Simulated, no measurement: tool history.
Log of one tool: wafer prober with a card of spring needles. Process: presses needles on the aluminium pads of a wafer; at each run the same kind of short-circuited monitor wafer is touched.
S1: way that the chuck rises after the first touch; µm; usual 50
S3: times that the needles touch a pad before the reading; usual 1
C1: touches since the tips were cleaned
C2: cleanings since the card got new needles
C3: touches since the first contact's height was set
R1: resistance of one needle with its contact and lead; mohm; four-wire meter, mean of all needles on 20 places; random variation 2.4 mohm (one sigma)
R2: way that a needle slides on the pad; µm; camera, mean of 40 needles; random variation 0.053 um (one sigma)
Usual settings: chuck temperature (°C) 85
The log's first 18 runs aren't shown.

At day 6.521: tips cleaned on abrasive film.
Run 19, day 6.571: usual settings but chuck temperature (°C) 66; C1 303; C2 31; C3 75242. Result: R1 274 mohm, R2 6.36 µm.
Run 20, day 6.817: usual settings but S1 48 µm, chuck temperature (°C) 66; C1 1828; C2 31; C3 76767. Result: R1 293 mohm, R2 5.98 µm.
At day 6.9: tips cleaned on abrasive film.
Run 21, day 7.246: usual settings but S1 48 µm, chuck temperature (°C) 66, S3 2; C1 2132; C2 32; C3 79399. Result: R1 286 mohm, R2 5.95 µm.
At day 7.279: tips cleaned on abrasive film.
At day 7.638: tips cleaned on abrasive film.
Run 22, day 7.721: usual settings but S1 48 µm, chuck temperature (°C) 66, S3 2; C1 510; C2 34; C3 82310. Result: R1 273 mohm, R2 6.14 µm.
At day 8.004: tips cleaned on abrasive film.
Run 23, day 8.004: usual settings but S1 46 µm, chuck temperature (°C) 44; C1 0; C2 35; C3 84051. Result: R1 262 mohm, R2 5.68 µm.
At day 8.388: tips cleaned on abrasive film.
Run 24, day 8.504: usual settings but S1 34 µm, chuck temperature (°C) 121; C1 725; C2 36; C3 87139. Result: R1 317 mohm, R2 4.14 µm.
At day 8.754: tips cleaned on abrasive film.
Run 25, day 9.025: usual settings but S1 34 µm, chuck temperature (°C) 121; C1 1686; C2 37; C3 90339. Result: R1 343 mohm, R2 4.12 µm.
At day 9.133: tips cleaned on abrasive film.
At day 9.179: height of the first contact set anew.
Run 26, day 9.462: usual settings but S1 34 µm, chuck temperature (°C) 121; C1 1969; C2 38; C3 1760. Result: R1 337 mohm, R2 4.59 µm.
At day 9.538: tips cleaned on abrasive film.
Run 27, day 9.688: usual settings but S1 34 µm, chuck temperature (°C) 121; C1 949; C2 39; C3 3148. Result: R1 318 mohm, R2 4.49 µm.
At day 9.896: tips cleaned on abrasive film.
Run 28, day 10.221: usual settings but S1 48 µm, chuck temperature (°C) 121; C1 2042; C2 40; C3 6440. Result: R1 306 mohm, R2 6.28 µm.
At day 10.271: tips cleaned on abrasive film.
Run 29, day 10.562: usual settings but S1 48 µm, chuck temperature (°C) 121; C1 1830; C2 41; C3 8541. Result: R1 309 mohm, R2 6.34 µm.
At day 10.658: tips cleaned on abrasive film.
Run 30, day 10.804: usual settings but S1 48 µm, chuck temperature (°C) 121; C1 917; C2 42; C3 10011. Result: R1 297 mohm, R2 6.32 µm.
At day 11.017: tips cleaned on abrasive film.
Run 31, day 11.342: usual settings but S1 51 µm, chuck temperature (°C) 55, S3 2; C1 2010; C2 43; C3 13313. Result: R1 274 mohm, R2 6.79 µm.
At day 11.392: tips cleaned on abrasive film.
Run 32, day 11.704: usual settings but S1 32 µm, chuck temperature (°C) 46; C1 1958; C2 44; C3 15554. Result: R1 330 mohm, R2 4.14 µm.

Forecast each of these 4 alternatives for the next run:
At day 11.775: tips cleaned on abrasive film.
Run A, day 12.058: usual settings but S1 32 µm, chuck temperature (°C) 27; C1 1765; C2 45; C3 17730. Result: R1 ?, R2 ?.
At day 11.775: tips cleaned on abrasive film.
Run B, day 12.058: usual settings but chuck temperature (°C) 33, S3 2; C1 1765; C2 45; C3 17730. Result: R1 ?, R2 ?.
At day 11.775: tips cleaned on abrasive film.
Run C, day 12.058: usual settings but chuck temperature (°C) 119; C1 1765; C2 45; C3 17730. Result: R1 ?, R2 ?.
At day 11.775: tips cleaned on abrasive film.
Run D, day 12.058: usual settings but S1 54 µm, chuck temperature (°C) 26; C1 1765; C2 45; C3 17730. Result: R1 ?, R2 ?.

run   R1    R2
  A  326  4.16
  B  273  6.65
  C  305  6.59
  D  275  7.04
Without the tool's hidden state the same runs would have given:
run   R1    R2
  A  262  4.22
  B  256  6.71
  C  280  6.65
  D  250   7.1
